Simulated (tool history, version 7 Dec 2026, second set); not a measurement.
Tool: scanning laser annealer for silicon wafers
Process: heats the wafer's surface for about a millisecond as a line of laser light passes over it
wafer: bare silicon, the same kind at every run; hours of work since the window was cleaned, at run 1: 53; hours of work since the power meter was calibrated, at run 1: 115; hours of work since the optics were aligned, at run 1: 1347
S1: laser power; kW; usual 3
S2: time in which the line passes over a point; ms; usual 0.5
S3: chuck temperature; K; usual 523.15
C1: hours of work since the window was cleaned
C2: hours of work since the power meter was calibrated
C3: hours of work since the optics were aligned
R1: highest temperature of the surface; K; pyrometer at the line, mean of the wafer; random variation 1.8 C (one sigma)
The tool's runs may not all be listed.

run 1 day=0 | S1=3 S2=0.5 S3=523.15 | C1=53 C2=115 C3=1347 | R1=1242.15
run 2 day=1.012 | S1=3 S2=0.5 S3=523.15 | C1=64 C2=126 C3=1357 | R1=1242.15
run 3 day=1.925 | S1=3 S2=0.5 S3=523.15 | C1=73 C2=136 C3=1367 | R1=1243.15
run 4 day=2.512 | S1=3 S2=0.5 S3=523.15 | C1=80 C2=142 C3=1373 | R1=1241.15
run 5 day=3.158 | S1=3 S2=0.5 S3=523.15 | C1=86 C2=149 C3=1380 | R1=1240.15
run 6 day=4.15 | S1=3 S2=0.5 S3=523.15 | C1=97 C2=159 C3=1390 | R1=1232.15
run 7 day=5.133 | S1=3 S2=0.5 S3=523.15 | C1=107 C2=169 C3=1401 | R1=1237.15
run 8 day=6.212 | S1=3 S2=0.5 S3=563.15 | C1=119 C2=181 C3=1412 | R1=1276.15
run 9 day=6.946 | S1=3 S2=0.5 S3=563.15 | C1=126 C2=188 C3=1420 | R1=1270.15
run 10 day=7.496 | S1=3 S2=0.5 S3=563.15 | C1=132 C2=194 C3=1426 | R1=1271.15
run 11 day=8.629 | S1=3 S2=0.5 S3=523.15 | C1=144 C2=206 C3=1438 | R1=1235.15
run 12 day=9.608 | S1=2.776 S2=0.5 S3=523.15 | C1=154 C2=216 C3=1448 | R1=1167.15
-- day=9.762 window over the wafer cleaned
run 13 day=10.658 | S1=3 S2=0.5 S3=523.15 | C1=9 C2=227 C3=1458 | R1=1224.15
run 14 day=11.412 | S1=3 S2=0.5 S3=523.15 | C1=17 C2=235 C3=1466 | R1=1219.15
run 15 day=12.379 | S1=3 S2=0.5 S3=523.15 | C1=28 C2=245 C3=1476 | R1=1217.15
run 16 day=13.458 | S1=3 S2=0.5 S3=523.15 | C1=39 C2=256 C3=1488 | R1=1215.15
run 17 day=13.958 | S1=3 S2=0.5 S3=523.15 | C1=44 C2=261 C3=1493 | R1=1215.15
run 18 day=14.825 | S1=3 S2=0.5 S3=523.15 | C1=53 C2=270 C3=1502 | R1=1215.15
-- day=15.088 window over the wafer cleaned, once more
run 19 day=15.633 | S1=3 S2=0.38 S3=552.15 | C1=6 C2=278 C3=1510 | R1=1187.15
run 20 day=16.704 | S1=2.906 S2=0.38 S3=552.15 | C1=17 C2=289 C3=1521 | R1=1163.15
run 21 day=17.812 | S1=2.797 S2=0.38 S3=546.15 | C1=29 C2=301 C3=1532 | R1=1129.15
run 22 day=18.421 | S1=3.009 S2=0.429 S3=550.15 | C1=35 C2=307 C3=1539 | R1=1220.15
run 23 day=19.2 | S1=3.009 S2=0.429 S3=550.15 | C1=43 C2=316 C3=1547 | R1=1223.15
run 24 day=19.879 | S1=2.601 S2=0.586 S3=523.15 | C1=50 C2=323 C3=1554 | R1=1180.15
run 25 day=20.442 | S1=2.601 S2=0.586 S3=523.15 | C1=56 C2=329 C3=1560 | R1=1178.15
run 26 day=21.592 | S1=2.601 S2=0.434 S3=560.15 | C1=68 C2=341 C3=1572 | R1=1123.15
run 27 day=22.533 | S1=2.601 S2=0.434 S3=560.15 | C1=78 C2=351 C3=1582 | R1=1125.15
run 28 day=23.388 | S1=2.601 S2=0.393 S3=487.15 | C1=87 C2=360 C3=1591 | R1=1024.15
run 29 day=24.417 | S1=2.601 S2=0.393 S3=487.15 | C1=98 C2=371 C3=1602 | R1=1022.15
run 30 day=25.483 | S1=2.601 S2=0.393 S3=487.15 | C1=109 C2=382 C3=1613 | R1=1021.15
run 31 day=26.612 | S1=2.601 S2=0.393 S3=487.15 | C1=121 C2=394 C3=1625 | R1=1020.15
run 32 day=27.638 | S1=2.601 S2=0.393 S3=487.15 | C1=132 C2=404 C3=1636 | R1=1019.15

Forecast each of these 3 alternatives for the next run:
run A day=28.367 | S1=2.59 S2=0.391 S3=533.15 | C1=140 C2=412 C3=1644 | R1=?
run B day=28.367 | S1=3.126 S2=0.365 S3=493.15 | C1=140 C2=412 C3=1644 | R1=?
run C day=28.367 | S1=3.096 S2=0.354 S3=506.15 | C1=140 C2=412 C3=1644 | R1=?

run=A R1=1058.15
run=B R1=1129.15
run=C R1=1124.15
Without the tool's hidden state the same runs would have given:
run=A R1=1087.15
run=B R1=1164.15
run=C R1=1158.15
